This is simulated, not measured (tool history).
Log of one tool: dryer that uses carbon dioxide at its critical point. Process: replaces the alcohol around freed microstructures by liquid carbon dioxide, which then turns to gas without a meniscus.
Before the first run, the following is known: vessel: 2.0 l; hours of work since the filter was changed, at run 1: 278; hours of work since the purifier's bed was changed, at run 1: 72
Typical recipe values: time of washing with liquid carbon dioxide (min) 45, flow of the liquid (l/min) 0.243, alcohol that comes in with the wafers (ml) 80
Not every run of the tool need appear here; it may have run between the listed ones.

run   hour  time of washing with liquid carbon dioxide (min)  flow of the liquid (l/min)  alcohol that comes in with the wafers (ml)  hours of work since the filter was changed  hours of work since the purifier's bed was changed  alcohol left in the vessel before it's heated (ppm by volume)
  1    0.0                                                45                       0.243                                          80                                         278                                                  72                                                           1113
  2    6.1                                                45                       0.243                                          80                                         282                                                  76                                                           1106
  3   15.1                                                45                       0.243                                          80                                         289                                                  83                                                           1128
  4   20.4                                                45                       0.243                                          80                                         293                                                  86                                                           1095
  5   31.8                                                45                       0.243                                          80                                         301                                                  95                                                           1171
  6   41.0                                                45                       0.243                                          80                                         308                                                 102                                                           1186
  7   51.9                                                45                       0.167                                          80                                         316                                                 110                                                           3827
      60.0  -- inlet filter changed
  8   60.0                                                45                       0.149                                          80                                           0                                                 115                                                           3719
  9   71.4                                                45                       0.149                                          80                                           8                                                 123                                                           3728
 10   82.6                                                36                       0.243                                          80                                          17                                                 131                                                           1643
 11   88.2                                                36                       0.243                                          80                                          21                                                 135                                                           1703
 12   99.7                                                36                       0.243                                          80                                          29                                                 144                                                           1759
 13  107.6                                                36                       0.243                                          80                                          35                                                 150                                                           1738
 14  114.1                                                32                       0.232                                          47                                          40                                                 154                                                           1701
 15  123.1                                                60                       0.243                                          46                                          46                                                 161                                                            142
 16  131.6                                                28                       0.214                                          42                                          52                                                 167                                                           2493
 17  138.6                                                28                       0.214                                          42                                          58                                                 172                                                           2572
 18  146.1                                                28                       0.148                                          80                                          63                                                 178                                                           9587
 19  155.0                                                43                       0.370                                          37                                          70                                                 184                                                             89

Predict the results of run 20:
 20  163.3                                                38                       0.163                                          25                                          76                                                 191                                                              ?

{"run 20": {"alcohol left in the vessel before it's heated (ppm by volume)": 1491}}
Take away the tool's hidden state, keep the run-to-run variation as it was, and the same run would have given alcohol left in the vessel before it's heated (ppm by volume) 1375.
